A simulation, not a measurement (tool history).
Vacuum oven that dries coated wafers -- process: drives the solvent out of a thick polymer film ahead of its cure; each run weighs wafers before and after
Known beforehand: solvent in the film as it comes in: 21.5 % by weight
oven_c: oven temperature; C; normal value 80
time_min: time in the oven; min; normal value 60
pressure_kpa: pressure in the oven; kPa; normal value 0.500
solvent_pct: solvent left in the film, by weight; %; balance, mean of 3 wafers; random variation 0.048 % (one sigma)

Run 1, hour 0.0: usual settings. Result: solvent_pct 1.50 %.
Run 2, hour 11.1: usual settings but time_min 65 min. Result: solvent_pct 1.31 %.
Run 3, hour 34.3: usual settings but time_min 65 min. Result: solvent_pct 1.31 %.
Run 4, hour 55.5: usual settings but time_min 65 min. Result: solvent_pct 1.29 %.
Run 5, hour 74.0: usual settings but time_min 65 min. Result: solvent_pct 1.33 %.
Run 6, hour 90.6: usual settings but time_min 65 min. Result: solvent_pct 1.37 %.
Run 7, hour 107.9: usual settings. Result: solvent_pct 1.62 %.
Run 8, hour 126.3: usual settings. Result: solvent_pct 1.52 %.
Run 9, hour 149.2: usual settings. Result: solvent_pct 1.66 %.
Run 10, hour 166.4: usual settings. Result: solvent_pct 1.60 %.
Run 11, hour 189.8: usual settings. Result: solvent_pct 1.50 %.
Run 12, hour 200.5: usual settings. Result: solvent_pct 1.66 %.
At hour 207.9: oven's thermocouples calibrated.
Run 13, hour 225.6: usual settings but pressure_kpa 0.338 kPa. Result: solvent_pct 1.43 %.
Run 14, hour 242.8: usual settings but oven_c 81 C. Result: solvent_pct 1.36 %.
Run 15, hour 263.1: usual settings but oven_c 81 C. Result: solvent_pct 1.27 %.
Run 16, hour 281.5: usual settings. Result: solvent_pct 1.49 %.
Run 17, hour 296.3: usual settings. Result: solvent_pct 1.58 %.
Run 18, hour 309.6: usual settings but oven_c 78 C. Result: solvent_pct 2.05 %.
Run 19, hour 334.5: usual settings but oven_c 78 C. Result: solvent_pct 2.10 %.
Run 20, hour 350.9: usual settings but oven_c 66 C. Result: solvent_pct 8.02 %.
Run 21, hour 374.4: usual settings but oven_c 67 C. Result: solvent_pct 7.49 %.
Run 22, hour 387.1: usual settings but oven_c 67 C. Result: solvent_pct 7.33 %.
Run 23, hour 400.0: usual settings but time_min 31 min. Result: solvent_pct 4.56 %.
Run 24, hour 416.7: usual settings but time_min 31 min. Result: solvent_pct 4.41 %.
Run 25, hour 432.4: usual settings but time_min 31 min, pressure_kpa 0.257 kPa. Result: solvent_pct 4.29 %.
Run 26, hour 452.0: usual settings but time_min 31 min, pressure_kpa 0.257 kPa. Result: solvent_pct 4.39 %.
Run 27, hour 470.6: usual settings but oven_c 89 C. Result: solvent_pct 0.47 %.
Run 28, hour 488.4: usual settings but oven_c 89 C, pressure_kpa 0.502 kPa. Result: solvent_pct 0.53 %.
Run 29, hour 498.6: usual settings but oven_c 74 C, time_min 105 min. Result: solvent_pct 1.60 %.
Run 30, hour 515.2: usual settings but oven_c 66 C, pressure_kpa 1.096 kPa. Result: solvent_pct 8.55 %.
Run 31, hour 532.7: usual settings but oven_c 75 C, time_min 61 min, pressure_kpa 1.071 kPa. Result: solvent_pct 3.86 %.
Run 32, hour 553.1: usual settings but oven_c 75 C, time_min 61 min, pressure_kpa 1.071 kPa. Result: solvent_pct 3.95 %.
Run 33, hour 571.7: usual settings but oven_c 74 C, time_min 57 min, pressure_kpa 0.305 kPa. Result: solvent_pct 3.83 %.
Run 34, hour 593.1: usual settings but oven_c 82 C, pressure_kpa 1.920 kPa. Result: solvent_pct 2.52 %.
Run 35, hour 614.2: usual settings but oven_c 82 C, pressure_kpa 1.920 kPa. Result: solvent_pct 2.39 %.
Run 36, hour 628.7: usual settings but oven_c 82 C, pressure_kpa 1.920 kPa. Result: solvent_pct 2.49 %.
Run 37, hour 639.6: usual settings but oven_c 68 C, time_min 43 min, pressure_kpa 0.275 kPa. Result: solvent_pct 8.87 %.
Run 38, hour 654.4: usual settings but oven_c 68 C, time_min 43 min, pressure_kpa 0.275 kPa. Result: solvent_pct 8.81 %.
Run 39, hour 678.8: usual settings but oven_c 85 C, time_min 36 min, pressure_kpa 1.028 kPa. Result: solvent_pct 2.36 %.
Run 40, hour 703.1: usual settings but oven_c 78 C, time_min 36 min, pressure_kpa 0.803 kPa. Result: solvent_pct 5.12 %.
Run 41, hour 727.6: usual settings but oven_c 78 C, time_min 36 min, pressure_kpa 0.803 kPa. Result: solvent_pct 5.09 %.
Run 42, hour 752.3: usual settings but oven_c 78 C, time_min 36 min, pressure_kpa 0.803 kPa. Result: solvent_pct 5.06 %.
Run 43, hour 777.2: usual settings but oven_c 78 C, time_min 36 min, pressure_kpa 0.803 kPa. Result: solvent_pct 5.20 %.
Run 44, hour 793.0: usual settings but oven_c 84 C, time_min 30 min. Result: solvent_pct 3.13 %.
Run 45, hour 812.2: usual settings but pressure_kpa 0.264 kPa. Result: solvent_pct 1.52 %.

Predict each of these 3 candidate next runs independently; none follows another, all start after run 45:
Run A, hour 831.0: usual settings but pressure_kpa 1.578 kPa. Result: solvent_pct ?.
Run B, hour 831.0: usual settings but pressure_kpa 0.393 kPa. Result: solvent_pct ?.
Run C, hour 831.0: usual settings but oven_c 74 C, time_min 56 min, pressure_kpa 0.322 kPa. Result: solvent_pct ?.

run  solvent_pct
  A         2.76
  B         1.59
  C         4.09
Take away the tool's hidden state, keep each run's random variation, and the runs would have read:
run  solvent_pct
  A         2.31
  B         1.18
  C         3.41

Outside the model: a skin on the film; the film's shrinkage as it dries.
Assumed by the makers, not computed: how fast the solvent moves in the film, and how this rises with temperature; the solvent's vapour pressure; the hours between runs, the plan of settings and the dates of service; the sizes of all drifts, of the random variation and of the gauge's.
